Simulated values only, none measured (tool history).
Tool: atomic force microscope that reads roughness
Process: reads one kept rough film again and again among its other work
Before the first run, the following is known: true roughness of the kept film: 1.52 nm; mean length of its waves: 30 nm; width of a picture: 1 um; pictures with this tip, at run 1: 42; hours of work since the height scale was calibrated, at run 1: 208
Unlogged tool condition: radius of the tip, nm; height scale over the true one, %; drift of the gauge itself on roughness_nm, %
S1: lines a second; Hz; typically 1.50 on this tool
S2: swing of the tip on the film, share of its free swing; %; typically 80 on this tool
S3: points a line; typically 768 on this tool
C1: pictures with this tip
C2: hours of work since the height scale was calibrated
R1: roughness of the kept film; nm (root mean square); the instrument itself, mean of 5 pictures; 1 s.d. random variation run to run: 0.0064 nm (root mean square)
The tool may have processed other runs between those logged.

run,hour,S1,S2,S3,C1,C2,R1
1,0.0,1.50,80,768,42,208,1.197
2,17.8,1.50,80,768,70,217,1.173
3,33.1,1.50,80,768,95,224,1.142
4,49.5,1.50,72,768,121,232,1.163
5,65.0,1.50,72,364,145,239,1.137
6,84.3,1.50,72,364,176,248,1.111
7,104.4,1.50,72,364,208,258,1.066
8,116.0,1.50,80,326,226,263,1.025
9,134.0,1.50,80,326,255,272,0.997
# hour 136.0: height scale calibrated on a step standard
# hour 144.5: new tip fitted
10,149.5,1.50,80,1008,8,6,1.232
11,169.1,1.50,80,1008,39,15,1.196
12,179.8,1.50,80,1008,56,20,1.178
13,194.7,2.37,80,364,79,28,1.076
14,208.9,1.85,65,444,102,34,1.203
# hour 219.3: height scale calibrated on a step standard, once more
15,227.8,1.85,65,444,130,4,1.181
16,242.8,1.85,65,444,154,11,1.155
17,261.4,3.58,80,768,183,20,0.915
18,278.1,0.69,71,654,210,28,1.136
19,286.5,2.05,70,654,223,32,1.066
20,296.4,2.23,71,280,239,36,1.018
21,305.9,2.27,57,768,254,41,1.087

Entry by entry between the runs, the difference in hidden state between the last listed run before and the first listed run after:
Between runs 9 and 10: height scale calibrated on a step standard (hour 136.0); new tip fitted (hour 144.5)
  radius of the tip, nm: 48.3 -> 11.8; height scale over the true one, %: -0.31 -> -0.51
  the result without the hidden state subtracted from the measured one, R1: -0.243 -> -0.020 nm (root mean square)
Between runs 14 and 15: height scale calibrated on a step standard, once more (hour 219.3)
  radius of the tip, nm: 25.9 -> 30.2; height scale over the true one, %: -0.54 -> 0.08
  the result without the hidden state subtracted from the measured one, R1: -0.126 -> -0.148 nm (root mean square)
